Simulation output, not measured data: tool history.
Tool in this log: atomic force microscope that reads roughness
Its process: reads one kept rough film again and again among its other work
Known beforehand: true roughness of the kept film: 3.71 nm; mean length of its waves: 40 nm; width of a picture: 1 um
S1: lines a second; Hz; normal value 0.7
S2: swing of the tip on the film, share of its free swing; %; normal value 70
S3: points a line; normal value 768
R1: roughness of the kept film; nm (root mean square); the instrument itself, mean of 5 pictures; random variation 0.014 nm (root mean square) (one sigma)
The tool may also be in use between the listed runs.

run   hour     S1  S2   S3     R1
  1      0    0.7  70  768  3.301
  2   10.5    0.7  70  768  3.259
  3   21.4    0.7  70  768  3.257
  4   33.5    0.7  70  768  3.199
  5   41.1    0.7  70  768  3.199
  6   52.3  1.302  70  768  3.117
  7   58.9  1.302  70  768  3.081
  8   66.5  2.481  70  768  2.942
  9   75.2  2.481  70  768   2.94
 10   86.3  2.021  70  768  2.957
 11   96.7  0.901  70  768  3.033
 12  106.2  0.901  70  768  3.029
 13    119  0.603  70  768  3.042
 14  128.3  0.603  70  768  3.012
 15  136.8  0.603  70  768  2.972
 16  144.1    0.7  70  272  2.942
 17  149.9    0.7  70  768  2.963
     151.5  -- height scale calibrated on a step standard
 18  156.8    0.7  70  768   2.95
 19  165.6    0.7  70  768  2.937
     167.1  -- new tip fitted
 20  176.6    0.7  68  935    3.3
 21  189.3  3.096  59  455  3.104
 22  201.8    0.7  62  462  3.217
 23  208.1    0.7  62  462  3.244
 24    220    0.7  62  462  3.191
     229.2  -- height scale calibrated on a step standard, once more
 25  229.2    0.7  56  768  3.227
 26    240    0.7  59  258  3.178
 27  251.8    0.7  59  258  3.138
 28  260.5    0.7  59  258   3.13
 29  270.2  3.105  70  469  2.834
 30  283.9  2.152  81  303  2.749
 31  294.6  2.152  81  303  2.703
 32  305.1  2.023  70  290  2.877
 33  313.9  1.493  72  504  2.881
 34  322.4  1.394  88  850  2.709
 35    332  3.243  88  850  2.345

Here are 3 independent what-if runs from the current tool condition. What would each one return?
     333.6  -- new tip fitted
  A  341.1  1.393  72  850   ?
     333.6  -- new tip fitted
  B  341.1  0.896  69  504   ?
     333.6  -- new tip fitted
  C  341.1  3.243  88  789   ?

run     R1
  A  3.188
  B  3.277
  C  2.602
Had the tool no hidden state, the same runs would have come out as:
run     R1
  A  3.206
  B  3.296
  C  2.616

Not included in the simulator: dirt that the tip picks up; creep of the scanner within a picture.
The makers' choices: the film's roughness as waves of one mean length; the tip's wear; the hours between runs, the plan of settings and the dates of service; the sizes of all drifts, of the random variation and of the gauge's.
